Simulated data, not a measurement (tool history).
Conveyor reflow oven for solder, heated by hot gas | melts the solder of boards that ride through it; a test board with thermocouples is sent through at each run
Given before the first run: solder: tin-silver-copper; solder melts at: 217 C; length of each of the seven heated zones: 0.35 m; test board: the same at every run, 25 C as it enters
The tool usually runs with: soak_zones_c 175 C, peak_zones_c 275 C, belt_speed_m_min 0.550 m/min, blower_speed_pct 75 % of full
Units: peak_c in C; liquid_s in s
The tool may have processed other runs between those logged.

| run | hour | soak_zones_c | peak_zones_c | belt_speed_m_min | blower_speed_pct | peak_c | liquid_s |
|---|---|---|---|---|---|---|---|
| 1 | 0.0 | 175 | 275 | 0.550 | 75 | 262.9 | 65.84 |
| 2 | 16.6 | 175 | 275 | 0.550 | 75 | 262.9 | 65.76 |
| 3 | 43.6 | 175 | 275 | 0.550 | 75 | 262.8 | 65.75 |
| 4 | 72.8 | 175 | 275 | 0.550 | 75 | 262.8 | 65.78 |
| 5 | 88.2 | 175 | 275 | 0.550 | 75 | 262.8 | 65.78 |
| 6 | 112.3 | 175 | 275 | 0.550 | 75 | 262.4 | 65.67 |
| 7 | 131.6 | 175 | 275 | 0.550 | 75 | 262.5 | 65.66 |
| 8 | 161.1 | 175 | 275 | 0.550 | 75 | 262.1 | 65.55 |
| 9 | 181.7 | 175 | 275 | 0.550 | 75 | 262.1 | 65.47 |
|  | 198.5 | flux residue cleaned out of gas plates and filters |
| 10 | 203.8 | 189 | 275 | 0.550 | 75 | 263.6 | 71.28 |
|  | 232.9 | belt drive overhauled, speed set with a stopwatch |
| 11 | 235.3 | 189 | 275 | 0.550 | 75 | 263.2 | 70.20 |
| 12 | 259.3 | 189 | 275 | 0.550 | 75 | 263.2 | 70.02 |
| 13 | 286.6 | 175 | 287 | 0.550 | 75 | 272.5 | 69.14 |
| 14 | 301.6 | 175 | 275 | 0.550 | 75 | 261.2 | 64.07 |
| 15 | 317.2 | 175 | 275 | 0.550 | 75 | 261.2 | 63.93 |
|  | 345.7 | flux residue cleaned out of gas plates and filters, once more |
| 16 | 351.6 | 163 | 275 | 0.550 | 75 | 261.1 | 60.52 |
| 17 | 370.2 | 163 | 275 | 0.550 | 75 | 260.7 | 60.48 |
| 18 | 388.4 | 163 | 275 | 0.550 | 75 | 260.7 | 60.41 |
| 19 | 414.5 | 171 | 270 | 0.550 | 75 | 257.0 | 60.85 |
| 20 | 445.8 | 171 | 270 | 0.550 | 75 | 256.7 | 60.69 |
| 21 | 462.4 | 179 | 289 | 0.527 | 54 | 272.0 | 73.55 |
| 22 | 480.8 | 175 | 275 | 0.550 | 57 | 258.0 | 61.98 |
| 23 | 513.8 | 185 | 288 | 0.569 | 57 | 270.3 | 69.31 |
| 24 | 538.1 | 185 | 288 | 0.550 | 75 | 274.8 | 73.53 |
| 25 | 567.7 | 187 | 288 | 0.466 | 78 | 278.7 | 88.86 |
|  | 588.4 | flux residue cleaned out of gas plates and filters |
| 26 | 598.0 | 187 | 288 | 0.466 | 78 | 279.2 | 88.82 |
| 27 | 611.9 | 175 | 275 | 0.593 | 79 | 260.7 | 59.21 |
| 28 | 644.2 | 174 | 275 | 0.550 | 75 | 261.8 | 64.43 |
| 29 | 675.6 | 174 | 275 | 0.550 | 75 | 261.3 | 64.34 |
| 30 | 693.1 | 172 | 287 | 0.550 | 75 | 272.3 | 68.64 |

3 options for the next run, each taken on its own from the tool as it stands now. Forecast them:
|  | 697.9 | thermocouples of zones 6 and 7 changed |
| A | 711.7 | 185 | 275 | 0.632 | 86 | ? | ? |
|  | 697.9 | thermocouples of zones 6 and 7 changed |
| B | 711.7 | 189 | 287 | 0.626 | 75 | ? | ? |
|  | 697.9 | thermocouples of zones 6 and 7 changed |
| C | 711.7 | 178 | 275 | 0.638 | 75 | ? | ? |

| run | peak_c | liquid_s |
|---|---|---|
| A | 263.9 | 60.03 |
| B | 273.9 | 65.67 |
| C | 260.7 | 55.73 |
What these runs would have given with no unlogged condition in the tool:
| run | peak_c | liquid_s |
|---|---|---|
| A | 263.7 | 59.60 |
| B | 273.7 | 65.18 |
| C | 260.6 | 55.32 |
